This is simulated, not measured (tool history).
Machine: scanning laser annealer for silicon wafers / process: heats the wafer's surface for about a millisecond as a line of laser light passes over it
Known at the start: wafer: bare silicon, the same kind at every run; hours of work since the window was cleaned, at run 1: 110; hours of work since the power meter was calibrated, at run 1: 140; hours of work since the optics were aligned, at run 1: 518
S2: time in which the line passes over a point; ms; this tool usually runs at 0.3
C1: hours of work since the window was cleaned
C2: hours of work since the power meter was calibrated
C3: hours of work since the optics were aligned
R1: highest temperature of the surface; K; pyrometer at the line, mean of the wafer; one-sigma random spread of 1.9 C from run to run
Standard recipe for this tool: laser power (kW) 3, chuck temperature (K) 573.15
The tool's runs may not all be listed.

{"run": 1, "hour": 0.0, "laser power (kW)": 3, "S2": 0.3, "chuck temperature (K)": 573.15, "C1": 110, "C2": 140, "C3": 518, "R1": 1362.15}
{"run": 2, "hour": 6.6, "laser power (kW)": 3, "S2": 0.3, "chuck temperature (K)": 573.15, "C1": 113, "C2": 144, "C3": 521, "R1": 1359.15}
{"run": 3, "hour": 15.4, "laser power (kW)": 3, "S2": 0.3, "chuck temperature (K)": 573.15, "C1": 118, "C2": 149, "C3": 526, "R1": 1362.15}
{"run": 4, "hour": 20.5, "laser power (kW)": 3, "S2": 0.3, "chuck temperature (K)": 573.15, "C1": 121, "C2": 152, "C3": 529, "R1": 1360.15}
{"run": 5, "hour": 29.6, "laser power (kW)": 3, "S2": 0.3, "chuck temperature (K)": 573.15, "C1": 126, "C2": 157, "C3": 534, "R1": 1360.15}
{"run": 6, "hour": 37.4, "laser power (kW)": 3, "S2": 0.29, "chuck temperature (K)": 573.15, "C1": 131, "C2": 161, "C3": 539, "R1": 1344.15}
{"run": 7, "hour": 44.3, "laser power (kW)": 3, "S2": 0.29, "chuck temperature (K)": 573.15, "C1": 135, "C2": 165, "C3": 543, "R1": 1347.15}
{"run": 8, "hour": 55.5, "laser power (kW)": 3, "S2": 0.29, "chuck temperature (K)": 573.15, "C1": 141, "C2": 172, "C3": 549, "R1": 1342.15}
{"run": 9, "hour": 67.9, "laser power (kW)": 3, "S2": 0.29, "chuck temperature (K)": 573.15, "C1": 148, "C2": 179, "C3": 556, "R1": 1344.15}
{"run": 10, "hour": 73.4, "laser power (kW)": 3, "S2": 0.29, "chuck temperature (K)": 573.15, "C1": 151, "C2": 182, "C3": 559, "R1": 1346.15}
{"run": 11, "hour": 85.9, "laser power (kW)": 3, "S2": 0.28, "chuck temperature (K)": 573.15, "C1": 158, "C2": 189, "C3": 566, "R1": 1329.15}
{"run": 12, "hour": 93.6, "laser power (kW)": 3, "S2": 0.28, "chuck temperature (K)": 573.15, "C1": 163, "C2": 193, "C3": 571, "R1": 1327.15}
{"run": 13, "hour": 98.8, "laser power (kW)": 3, "S2": 0.3, "chuck temperature (K)": 573.15, "C1": 166, "C2": 196, "C3": 574, "R1": 1354.15}
{"run": 14, "hour": 106.2, "laser power (kW)": 3, "S2": 0.3, "chuck temperature (K)": 600.15, "C1": 170, "C2": 200, "C3": 578, "R1": 1384.15}
{"run": 15, "hour": 117.4, "laser power (kW)": 3, "S2": 0.3, "chuck temperature (K)": 573.15, "C1": 176, "C2": 207, "C3": 584, "R1": 1354.15}
{"run": 16, "hour": 125.6, "laser power (kW)": 3, "S2": 0.263, "chuck temperature (K)": 573.15, "C1": 181, "C2": 211, "C3": 589, "R1": 1307.15}
{"run": 17, "hour": 135.6, "laser power (kW)": 3, "S2": 0.3, "chuck temperature (K)": 573.15, "C1": 187, "C2": 217, "C3": 595, "R1": 1355.15}
{"run": 18, "hour": 144.8, "laser power (kW)": 3, "S2": 0.3, "chuck temperature (K)": 596.15, "C1": 192, "C2": 222, "C3": 600, "R1": 1373.15}
{"run": 19, "hour": 155.6, "laser power (kW)": 3, "S2": 0.298, "chuck temperature (K)": 580.15, "C1": 198, "C2": 228, "C3": 606, "R1": 1356.15}
{"run": 20, "hour": 167.3, "laser power (kW)": 2.818, "S2": 0.3, "chuck temperature (K)": 595.15, "C1": 204, "C2": 235, "C3": 612, "R1": 1315.15}
{"hour": 173.5, "done": "optics aligned, line set to its width"}
{"run": 21, "hour": 182.9, "laser power (kW)": 3.11, "S2": 0.359, "chuck temperature (K)": 593.15, "C1": 211, "C2": 241, "C3": 5, "R1": 1479.15}
{"run": 22, "hour": 190.2, "laser power (kW)": 3.19, "S2": 0.286, "chuck temperature (K)": 593.15, "C1": 215, "C2": 245, "C3": 9, "R1": 1409.15}
{"run": 23, "hour": 202.3, "laser power (kW)": 3.163, "S2": 0.362, "chuck temperature (K)": 548.15, "C1": 222, "C2": 252, "C3": 16, "R1": 1457.15}
{"run": 24, "hour": 212.4, "laser power (kW)": 2.644, "S2": 0.29, "chuck temperature (K)": 588.15, "C1": 227, "C2": 258, "C3": 22, "R1": 1241.15}
{"run": 25, "hour": 218.8, "laser power (kW)": 2.644, "S2": 0.29, "chuck temperature (K)": 588.15, "C1": 231, "C2": 261, "C3": 26, "R1": 1245.15}
{"hour": 227.0, "done": "optics aligned, line set to its width, once more"}
{"run": 26, "hour": 232.1, "laser power (kW)": 2.894, "S2": 0.288, "chuck temperature (K)": 557.15, "C1": 236, "C2": 266, "C3": 3, "R1": 1287.15}
{"run": 27, "hour": 237.8, "laser power (kW)": 2.894, "S2": 0.288, "chuck temperature (K)": 557.15, "C1": 239, "C2": 269, "C3": 6, "R1": 1284.15}
{"run": 28, "hour": 248.2, "laser power (kW)": 3.055, "S2": 0.362, "chuck temperature (K)": 575.15, "C1": 245, "C2": 275, "C3": 12, "R1": 1446.15}

Expected results for the next run?
{"run": 29, "hour": 254.0, "laser power (kW)": 3.013, "S2": 0.249, "chuck temperature (K)": 545.15, "C1": 248, "C2": 279, "C3": 15, "R1": "?"}

R1: 1255.15 K
Had the tool carried no hidden state, the very same run would have given R1 1279.15 K.

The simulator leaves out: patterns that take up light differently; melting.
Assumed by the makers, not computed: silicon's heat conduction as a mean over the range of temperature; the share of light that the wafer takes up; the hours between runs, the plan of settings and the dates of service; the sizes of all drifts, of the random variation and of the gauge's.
